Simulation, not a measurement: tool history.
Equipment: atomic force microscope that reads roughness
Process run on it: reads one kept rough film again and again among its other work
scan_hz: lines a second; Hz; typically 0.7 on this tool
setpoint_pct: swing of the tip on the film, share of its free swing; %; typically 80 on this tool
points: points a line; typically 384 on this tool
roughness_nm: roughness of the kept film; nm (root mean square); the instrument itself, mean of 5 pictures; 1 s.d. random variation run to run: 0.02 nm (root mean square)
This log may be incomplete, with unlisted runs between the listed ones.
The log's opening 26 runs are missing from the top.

{"run": 27, "hour": 363.0, "scan_hz": 2.515, "setpoint_pct": 87, "points": 261, "roughness_nm": 3.848}
{"run": 28, "hour": 373.4, "scan_hz": 2.893, "setpoint_pct": 80, "points": 384, "roughness_nm": 3.973}
{"run": 29, "hour": 384.6, "scan_hz": 0.951, "setpoint_pct": 80, "points": 384, "roughness_nm": 4.391}
{"run": 30, "hour": 393.2, "scan_hz": 0.951, "setpoint_pct": 69, "points": 995, "roughness_nm": 4.503}
{"run": 31, "hour": 402.6, "scan_hz": 0.951, "setpoint_pct": 69, "points": 995, "roughness_nm": 4.487}
{"run": 32, "hour": 409.9, "scan_hz": 0.7, "setpoint_pct": 66, "points": 882, "roughness_nm": 4.519}
{"run": 33, "hour": 427.2, "scan_hz": 0.7, "setpoint_pct": 66, "points": 882, "roughness_nm": 4.497}
{"run": 34, "hour": 437.6, "scan_hz": 0.877, "setpoint_pct": 65, "points": 384, "roughness_nm": 4.408}
{"hour": 440.5, "done": "new tip fitted"}
{"run": 35, "hour": 452.0, "scan_hz": 0.877, "setpoint_pct": 65, "points": 384, "roughness_nm": 4.794}
{"run": 36, "hour": 459.7, "scan_hz": 0.7, "setpoint_pct": 68, "points": 660, "roughness_nm": 4.759}
{"run": 37, "hour": 476.9, "scan_hz": 0.746, "setpoint_pct": 66, "points": 455, "roughness_nm": 4.771}

Estimate the outcome of run 38 from the log above:
{"run": 38, "hour": 485.9, "scan_hz": 0.746, "setpoint_pct": 66, "points": 455, "roughness_nm": "?"}

Run 38 measured roughness_nm 4.703 nm (root mean square).
With no hidden state in the tool, this same run would have given roughness_nm 4.862 nm (root mean square).
